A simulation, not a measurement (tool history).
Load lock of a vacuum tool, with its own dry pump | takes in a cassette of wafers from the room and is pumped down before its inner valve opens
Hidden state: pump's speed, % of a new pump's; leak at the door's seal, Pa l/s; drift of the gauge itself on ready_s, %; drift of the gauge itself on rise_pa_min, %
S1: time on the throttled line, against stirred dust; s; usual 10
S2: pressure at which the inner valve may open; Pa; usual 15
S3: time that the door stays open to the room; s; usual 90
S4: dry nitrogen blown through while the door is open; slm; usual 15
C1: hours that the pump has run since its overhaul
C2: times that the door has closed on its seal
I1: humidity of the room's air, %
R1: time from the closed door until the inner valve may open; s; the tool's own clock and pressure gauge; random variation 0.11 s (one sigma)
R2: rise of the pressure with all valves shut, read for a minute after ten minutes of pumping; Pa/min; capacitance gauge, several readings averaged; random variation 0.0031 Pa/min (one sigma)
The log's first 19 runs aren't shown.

{"run": 20, "hour": 2478.6, "S1": 17, "S2": 15, "S3": 90, "S4": 7, "C1": 15736, "C2": 32983, "I1": 44.5, "R1": 27.7, "R2": 0.217}
{"hour": 2501.2, "done": "dry pump taken out, an overhauled one fitted"}
{"run": 21, "hour": 2627.1, "S1": 17, "S2": 15, "S3": 90, "S4": 7, "C1": 126, "C2": 33476, "I1": 42.8, "R1": 26.4, "R2": 0.211}
{"run": 22, "hour": 2743.7, "S1": 7, "S2": 25, "S3": 145, "S4": 9, "C1": 243, "C2": 33879, "I1": 44.4, "R1": 17.4, "R2": 0.234}
{"run": 23, "hour": 2909.6, "S1": 10, "S2": 11, "S3": 90, "S4": 15, "C1": 408, "C2": 34454, "I1": 43.9, "R1": 21.3, "R2": 0.205}
{"run": 24, "hour": 3000.0, "S1": 14, "S2": 15, "S3": 39, "S4": 6, "C1": 499, "C2": 34766, "I1": 45.7, "R1": 23.9, "R2": 0.194}
{"run": 25, "hour": 3089.4, "S1": 14, "S2": 15, "S3": 39, "S4": 6, "C1": 588, "C2": 35075, "I1": 45.1, "R1": 24.1, "R2": 0.197}
{"run": 26, "hour": 3221.7, "S1": 14, "S2": 15, "S3": 39, "S4": 6, "C1": 720, "C2": 35533, "I1": 44.1, "R1": 23.8, "R2": 0.207}
{"run": 27, "hour": 3357.3, "S1": 14, "S2": 15, "S3": 39, "S4": 6, "C1": 856, "C2": 36002, "I1": 43.0, "R1": 23.9, "R2": 0.201}
{"run": 28, "hour": 3458.5, "S1": 16, "S2": 24, "S3": 106, "S4": 39, "C1": 957, "C2": 36353, "I1": 43.8, "R1": 25.1, "R2": 0.19}
{"run": 29, "hour": 3572.3, "S1": 16, "S2": 16, "S3": 28, "S4": 7, "C1": 1071, "C2": 36746, "I1": 47.0, "R1": 25.6, "R2": 0.202}
{"run": 30, "hour": 3721.0, "S1": 16, "S2": 16, "S3": 28, "S4": 7, "C1": 1220, "C2": 37261, "I1": 45.2, "R1": 25.5, "R2": 0.2}
{"run": 31, "hour": 3880.2, "S1": 6, "S2": 15, "S3": 116, "S4": 15, "C1": 1379, "C2": 37812, "I1": 45.0, "R1": 17.9, "R2": 0.234}
{"run": 32, "hour": 4003.6, "S1": 10, "S2": 15, "S3": 43, "S4": 6, "C1": 1502, "C2": 38238, "I1": 42.4, "R1": 20.9, "R2": 0.219}
{"run": 33, "hour": 4144.9, "S1": 14, "S2": 11, "S3": 33, "S4": 14, "C1": 1644, "C2": 38727, "I1": 47.2, "R1": 24.6, "R2": 0.208}
{"run": 34, "hour": 4278.5, "S1": 10, "S2": 11, "S3": 205, "S4": 8, "C1": 1777, "C2": 39189, "I1": 41.5, "R1": 21.3, "R2": 0.268}
{"run": 35, "hour": 4427.8, "S1": 10, "S2": 15, "S3": 58, "S4": 15, "C1": 1927, "C2": 39706, "I1": 46.3, "R1": 20.9, "R2": 0.223}
{"run": 36, "hour": 4535.6, "S1": 14, "S2": 27, "S3": 78, "S4": 15, "C1": 2034, "C2": 40079, "I1": 41.9, "R1": 23.2, "R2": 0.236}

5 ways to go on from here, each from the tool as it stands after run 36. What would each give?
{"run": "A", "hour": 4621.7, "S1": 14, "S2": 17, "S3": 62, "S4": 15, "C1": 2121, "C2": 40377, "I1": 42.0, "R1": "?", "R2": "?"}
{"run": "B", "hour": 4621.7, "S1": 10, "S2": 15, "S3": 79, "S4": 15, "C1": 2121, "C2": 40377, "I1": 49.4, "R1": "?", "R2": "?"}
{"run": "C", "hour": 4621.7, "S1": 6, "S2": 12, "S3": 55, "S4": 15, "C1": 2121, "C2": 40377, "I1": 45.4, "R1": "?", "R2": "?"}
{"run": "D", "hour": 4621.7, "S1": 14, "S2": 27, "S3": 78, "S4": 10, "C1": 2121, "C2": 40377, "I1": 44.8, "R1": "?", "R2": "?"}
{"run": "E", "hour": 4621.7, "S1": 14, "S2": 11, "S3": 95, "S4": 16, "C1": 2121, "C2": 40377, "I1": 43.2, "R1": "?", "R2": "?"}

run=A R1=24.0 R2=0.226
run=B R1=20.9 R2=0.239
run=C R1=18.1 R2=0.227
run=D R1=23.2 R2=0.247
run=E R1=24.5 R2=0.232
Without the tool's hidden state the same runs would have given:
run=A R1=23.8 R2=0.084
run=B R1=20.7 R2=0.097
run=C R1=17.8 R2=0.084
run=D R1=23.0 R2=0.104
run=E R1=24.3 R2=0.091
